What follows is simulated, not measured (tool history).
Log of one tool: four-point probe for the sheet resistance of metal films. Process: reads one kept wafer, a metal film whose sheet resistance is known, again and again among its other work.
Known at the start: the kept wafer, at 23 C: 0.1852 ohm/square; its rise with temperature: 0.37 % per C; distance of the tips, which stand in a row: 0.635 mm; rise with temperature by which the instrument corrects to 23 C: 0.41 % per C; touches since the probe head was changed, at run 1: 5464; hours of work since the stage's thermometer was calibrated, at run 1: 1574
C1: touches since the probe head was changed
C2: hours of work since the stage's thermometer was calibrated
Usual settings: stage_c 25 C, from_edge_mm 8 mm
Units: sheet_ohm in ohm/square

Run 1, hour 0: usual settings; C1 5464; C2 1574. Result: sheet_ohm 0.185587 ohm/square.
Run 2, hour 52: usual settings but from_edge_mm 5 mm; C1 7617; C2 1604. Result: sheet_ohm 0.186655 ohm/square.
Run 3, hour 99.8: usual settings but from_edge_mm 5 mm; C1 9596; C2 1632. Result: sheet_ohm 0.186627 ohm/square.
Run 4, hour 141.5: usual settings; C1 11321; C2 1657. Result: sheet_ohm 0.185646 ohm/square.
Run 5, hour 182.1: usual settings; C1 13004; C2 1681. Result: sheet_ohm 0.185684 ohm/square.
Run 6, hour 211.6: usual settings but from_edge_mm 5 mm; C1 14223; C2 1698. Result: sheet_ohm 0.186637 ohm/square.
Run 7, hour 233.1: usual settings but stage_c 20 C; C1 15116; C2 1711. Result: sheet_ohm 0.185899 ohm/square.
At hour 238.2: stage's thermometer calibrated.
Run 8, hour 256.1: usual settings; C1 16046; C2 11. Result: sheet_ohm 0.185493 ohm/square.
Run 9, hour 294.5: usual settings; C1 17634; C2 33. Result: sheet_ohm 0.185518 ohm/square.
Run 10, hour 329.1: usual settings; C1 19068; C2 54. Result: sheet_ohm 0.18546 ohm/square.
Run 11, hour 374.7: usual settings but stage_c 21 C; C1 20957; C2 81. Result: sheet_ohm 0.185775 ohm/square.
Run 12, hour 396.9: usual settings but stage_c 21 C, from_edge_mm 55 mm; C1 21874; C2 94. Result: sheet_ohm 0.185142 ohm/square.
Run 13, hour 421.8: usual settings but stage_c 23 C; C1 22907; C2 108. Result: sheet_ohm 0.185681 ohm/square.
Run 14, hour 459.7: usual settings but stage_c 33 C, from_edge_mm 30 mm; C1 24474; C2 131. Result: sheet_ohm 0.184515 ohm/square.

Forecast each of these 4 alternatives for the next run:
Run A, hour 510: usual settings but stage_c 31 C, from_edge_mm 4 mm; C1 26556; C2 160. Result: sheet_ohm ?.
Run B, hour 510: usual settings but stage_c 32 C; C1 26556; C2 160. Result: sheet_ohm ?.
Run C, hour 510: usual settings but stage_c 33 C, from_edge_mm 18 mm; C1 26556; C2 160. Result: sheet_ohm ?.
Run D, hour 510: usual settings but stage_c 28 C, from_edge_mm 7 mm; C1 26556; C2 160. Result: sheet_ohm ?.

run  sheet_ohm
  A    0.18703
  B   0.185193
  C   0.184596
  D   0.185518
Without the tool's hidden state the same runs would have given:
run  sheet_ohm
  A    0.18722
  B   0.185379
  C    0.18478
  D   0.185712
